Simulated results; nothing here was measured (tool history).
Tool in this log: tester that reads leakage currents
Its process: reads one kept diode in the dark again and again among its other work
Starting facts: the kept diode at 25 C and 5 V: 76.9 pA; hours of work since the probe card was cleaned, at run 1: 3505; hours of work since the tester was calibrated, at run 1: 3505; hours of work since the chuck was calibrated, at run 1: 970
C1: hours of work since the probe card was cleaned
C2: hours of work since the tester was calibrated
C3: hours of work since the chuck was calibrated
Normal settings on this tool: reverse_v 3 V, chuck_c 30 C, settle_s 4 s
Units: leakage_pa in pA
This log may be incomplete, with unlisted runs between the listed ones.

Run 1, hour 0: usual settings; C1 3505; C2 3505; C3 970. Result: leakage_pa 91.67 pA.
At hour 123.2: chuck's temperature calibrated.
Run 2, hour 143.1: usual settings but reverse_v 1.34 V; C1 3572; C2 3572; C3 9. Result: leakage_pa 58.33 pA.
Run 3, hour 229.3: usual settings; C1 3612; C2 3612; C3 50. Result: leakage_pa 90.96 pA.
Run 4, hour 339.1: usual settings but settle_s 7.26 s; C1 3664; C2 3664; C3 102. Result: leakage_pa 90.98 pA.
Run 5, hour 509.6: usual settings but reverse_v 12.58 V, settle_s 7.26 s; C1 3744; C2 3744; C3 182. Result: leakage_pa 202.95 pA.
Run 6, hour 595.3: usual settings; C1 3784; C2 3784; C3 222. Result: leakage_pa 90.23 pA.
At hour 744.9: probe card cleaned and baked.
Run 7, hour 772.9: usual settings; C1 13; C2 3866; C3 304. Result: leakage_pa 87.63 pA.
Run 8, hour 896.2: usual settings; C1 71; C2 3924; C3 362. Result: leakage_pa 87.07 pA.
At hour 908.6: tester calibrated.
At hour 924: chuck's temperature calibrated, once more.
Run 9, hour 1015.7: usual settings but chuck_c 29 C, settle_s 0.82 s; C1 126; C2 49; C3 43. Result: leakage_pa 84.55 pA.
Run 10, hour 1142.6: usual settings but chuck_c 54 C, settle_s 1.78 s; C1 185; C2 109; C3 103. Result: leakage_pa 686.14 pA.
Run 11, hour 1226.7: usual settings but chuck_c 50 C, settle_s 6.53 s; C1 225; C2 149; C3 142. Result: leakage_pa 498.51 pA.
Run 12, hour 1400.4: usual settings but reverse_v 7.4 V, chuck_c 36 C, settle_s 0.7 s; C1 307; C2 230; C3 224. Result: leakage_pa 255.17 pA.
Run 13, hour 1571.6: usual settings but reverse_v 2 V, chuck_c 43 C, settle_s 3.25 s; C1 387; C2 311; C3 305. Result: leakage_pa 225.4 pA.
Run 14, hour 1725.1: usual settings but settle_s 2.26 s; C1 459; C2 383; C3 377. Result: leakage_pa 91.29 pA.
Run 15, hour 1846.9: usual settings but reverse_v 8.49 V, chuck_c 31 C, settle_s 0.33 s; C1 517; C2 441; C3 434. Result: leakage_pa 177.14 pA.
Run 16, hour 1945.5: usual settings but reverse_v 1.95 V, chuck_c 31 C; C1 563; C2 487; C3 481. Result: leakage_pa 78.17 pA.

3 options for the next run, each taken on its own from the tool as it stands now. Forecast them:
Run A, hour 2100.7: usual settings but reverse_v 1.95 V, chuck_c 31 C, settle_s 0.65 s; C1 636; C2 560; C3 554. Result: leakage_pa ?.
Run B, hour 2100.7: usual settings but reverse_v 1.54 V, chuck_c 27 C, settle_s 4.69 s; C1 636; C2 560; C3 554. Result: leakage_pa ?.
Run C, hour 2100.7: usual settings but reverse_v 1.95 V, chuck_c 26 C; C1 636; C2 560; C3 554. Result: leakage_pa ?.

run  leakage_pa
  A       78.39
  B       47.57
  C       49.19
Without the tool's unlogged condition, the same runs would have read:
run  leakage_pa
  A       80.06
  B       48.57
  C       50.18
